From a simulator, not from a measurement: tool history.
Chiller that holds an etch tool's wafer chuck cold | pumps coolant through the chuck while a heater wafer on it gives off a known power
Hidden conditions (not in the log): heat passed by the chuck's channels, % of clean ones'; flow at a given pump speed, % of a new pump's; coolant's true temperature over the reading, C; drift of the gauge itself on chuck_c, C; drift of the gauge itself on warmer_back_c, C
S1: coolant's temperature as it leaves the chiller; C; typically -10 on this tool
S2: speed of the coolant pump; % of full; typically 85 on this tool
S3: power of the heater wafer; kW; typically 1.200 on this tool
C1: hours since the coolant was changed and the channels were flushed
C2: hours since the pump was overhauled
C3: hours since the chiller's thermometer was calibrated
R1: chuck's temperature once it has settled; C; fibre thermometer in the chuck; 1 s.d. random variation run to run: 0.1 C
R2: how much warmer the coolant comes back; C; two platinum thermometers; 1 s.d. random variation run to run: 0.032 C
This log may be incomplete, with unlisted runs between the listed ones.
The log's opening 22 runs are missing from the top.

{"run": 23, "hour": 1862.2, "S1": -8, "S2": 90, "S3": 1.232, "C1": 1427, "C2": 3654, "C3": 403, "R1": 3.1, "R2": 4.04}
{"run": 24, "hour": 1937.3, "S1": -19, "S2": 85, "S3": 1.2, "C1": 1502, "C2": 3729, "C3": 478, "R1": -7.7, "R2": 4.19}
{"run": 25, "hour": 2031.3, "S1": -12, "S2": 89, "S3": 0.708, "C1": 1596, "C2": 3823, "C3": 572, "R1": -5.5, "R2": 2.42}
{"run": 26, "hour": 2126.3, "S1": -20, "S2": 89, "S3": 0.827, "C1": 1691, "C2": 3918, "C3": 667, "R1": -12.3, "R2": 2.79}
{"run": 27, "hour": 2200.2, "S1": -10, "S2": 80, "S3": 1.2, "C1": 1765, "C2": 3992, "C3": 741, "R1": 2.0, "R2": 4.47}
{"run": 28, "hour": 2291.6, "S1": -10, "S2": 63, "S3": 1.2, "C1": 1856, "C2": 4084, "C3": 832, "R1": 4.1, "R2": 5.8}
{"run": 29, "hour": 2397.6, "S1": -10, "S2": 63, "S3": 1.2, "C1": 1962, "C2": 4190, "C3": 938, "R1": 4.2, "R2": 5.86}
{"run": 30, "hour": 2462.3, "S1": -2, "S2": 63, "S3": 0.616, "C1": 2027, "C2": 4254, "C3": 1003, "R1": 5.3, "R2": 3.05}
{"run": 31, "hour": 2565.3, "S1": -2, "S2": 63, "S3": 0.616, "C1": 2130, "C2": 4357, "C3": 1106, "R1": 5.2, "R2": 3.1}
{"run": 32, "hour": 2637.6, "S1": -12, "S2": 90, "S3": 1.2, "C1": 2202, "C2": 4430, "C3": 1178, "R1": -0.5, "R2": 4.13}

Forecast each of these 4 alternatives for the next run:
{"run": "A", "hour": 2696.6, "S1": -15, "S2": 90, "S3": 1.655, "C1": 2261, "C2": 4489, "C3": 1237, "R1": "?", "R2": "?"}
{"run": "B", "hour": 2696.6, "S1": -10, "S2": 90, "S3": 0.79, "C1": 2261, "C2": 4489, "C3": 1237, "R1": "?", "R2": "?"}
{"run": "C", "hour": 2696.6, "S1": -12, "S2": 71, "S3": 0.73, "C1": 2261, "C2": 4489, "C3": 1237, "R1": "?", "R2": "?"}
{"run": "D", "hour": 2696.6, "S1": -15, "S2": 74, "S3": 1.2, "C1": 2261, "C2": 4489, "C3": 1237, "R1": "?", "R2": "?"}

run=A R1=0.8 R2=5.74
run=B R1=-2.4 R2=2.72
run=C R1=-3.8 R2=3.26
run=D R1=-1.9 R2=5.10
What these runs would have given with no unlogged condition in the tool:
run=A R1=-2.4 R2=4.76
run=B R1=-4.0 R2=2.26
run=C R1=-5.5 R2=2.71
run=D R1=-4.5 R2=4.22
